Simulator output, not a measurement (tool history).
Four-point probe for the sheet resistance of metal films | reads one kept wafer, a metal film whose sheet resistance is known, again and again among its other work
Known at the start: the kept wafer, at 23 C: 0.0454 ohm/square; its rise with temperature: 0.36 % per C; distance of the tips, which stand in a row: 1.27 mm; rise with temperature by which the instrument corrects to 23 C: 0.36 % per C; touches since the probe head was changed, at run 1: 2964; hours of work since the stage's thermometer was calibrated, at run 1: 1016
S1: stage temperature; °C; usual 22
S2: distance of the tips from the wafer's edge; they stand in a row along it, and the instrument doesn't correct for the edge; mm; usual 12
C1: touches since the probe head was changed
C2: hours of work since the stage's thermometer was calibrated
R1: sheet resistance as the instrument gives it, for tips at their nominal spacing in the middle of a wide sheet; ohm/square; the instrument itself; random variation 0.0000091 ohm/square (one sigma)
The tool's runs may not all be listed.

Run 1, hour 0.0: usual settings; C1 2964; C2 1016. Result: R1 0.045711 ohm/square.
Run 2, hour 20.5: usual settings; C1 3314; C2 1030. Result: R1 0.045720 ohm/square.
Run 3, hour 37.8: usual settings; C1 3608; C2 1041. Result: R1 0.045718 ohm/square.
Run 4, hour 59.6: usual settings; C1 3980; C2 1056. Result: R1 0.045724 ohm/square.
Run 5, hour 79.8: usual settings; C1 4323; C2 1069. Result: R1 0.045709 ohm/square.
Run 6, hour 96.3: usual settings; C1 4604; C2 1080. Result: R1 0.045707 ohm/square.
Run 7, hour 111.4: usual settings; C1 4861; C2 1090. Result: R1 0.045726 ohm/square.
Run 8, hour 132.0: usual settings; C1 5212; C2 1104. Result: R1 0.045727 ohm/square.
Run 9, hour 151.4: usual settings; C1 5543; C2 1117. Result: R1 0.045708 ohm/square.
Run 10, hour 172.6: usual settings; C1 5904; C2 1131. Result: R1 0.045718 ohm/square.
Run 11, hour 195.6: usual settings; C1 6296; C2 1146. Result: R1 0.045719 ohm/square.
Run 12, hour 211.5: usual settings; C1 6567; C2 1157. Result: R1 0.045714 ohm/square.
Run 13, hour 224.9: usual settings; C1 6795; C2 1166. Result: R1 0.045712 ohm/square.
Run 14, hour 239.6: usual settings but S1 33 °C, S2 4 mm; C1 7046; C2 1176. Result: R1 0.047771 ohm/square.
Run 15, hour 254.4: usual settings but S1 33 °C, S2 4 mm; C1 7298; C2 1185. Result: R1 0.047781 ohm/square.
Run 16, hour 276.7: usual settings but S1 31 °C, S2 4 mm; C1 7677; C2 1200. Result: R1 0.047743 ohm/square.
Run 17, hour 296.0: usual settings but S1 19 °C, S2 68 mm; C1 8007; C2 1213. Result: R1 0.045459 ohm/square.
Run 18, hour 315.0: usual settings but S1 28 °C, S2 7 mm; C1 8330; C2 1226. Result: R1 0.046230 ohm/square.
Run 19, hour 335.0: usual settings but S1 18 °C, S2 5 mm; C1 8671; C2 1239. Result: R1 0.046969 ohm/square.
Run 20, hour 350.1: usual settings but S1 26 °C, S2 55 mm; C1 8928; C2 1249. Result: R1 0.045473 ohm/square.
Run 21, hour 360.3: usual settings but S1 26 °C, S2 55 mm; C1 9102; C2 1256. Result: R1 0.045450 ohm/square.
Run 22, hour 375.0: usual settings but S1 25 °C, S2 30 mm; C1 9353; C2 1266. Result: R1 0.045490 ohm/square.
Run 23, hour 397.8: usual settings but S1 33 °C; C1 9741; C2 1281. Result: R1 0.045724 ohm/square.

Measured less the same run without the tool's hidden state. The same run-to-run variation is in both; the gauge's scatter may not be:
The hidden state here: inner tips' distance over the nominal, %; tips' flats over new ones', %; wafer's true temperature over the reading, C; drift of the gauge itself on sheet_ohm, %.
run         R1
  1  +0.000044
  2  +0.000043
  3  +0.000044
  4  +0.000043
  5  +0.000043
  6  +0.000042
  7  +0.000042
  8  +0.000042
  9  +0.000042
 10  +0.000042
 11  +0.000041
 12  +0.000042
 13  +0.000041
 14  +0.000045
 15  +0.000045
 16  +0.000044
 17  +0.000039
 18  +0.000042
 19  +0.000040
 20  +0.000040
 21  +0.000040
 22  +0.000040
 23  +0.000042

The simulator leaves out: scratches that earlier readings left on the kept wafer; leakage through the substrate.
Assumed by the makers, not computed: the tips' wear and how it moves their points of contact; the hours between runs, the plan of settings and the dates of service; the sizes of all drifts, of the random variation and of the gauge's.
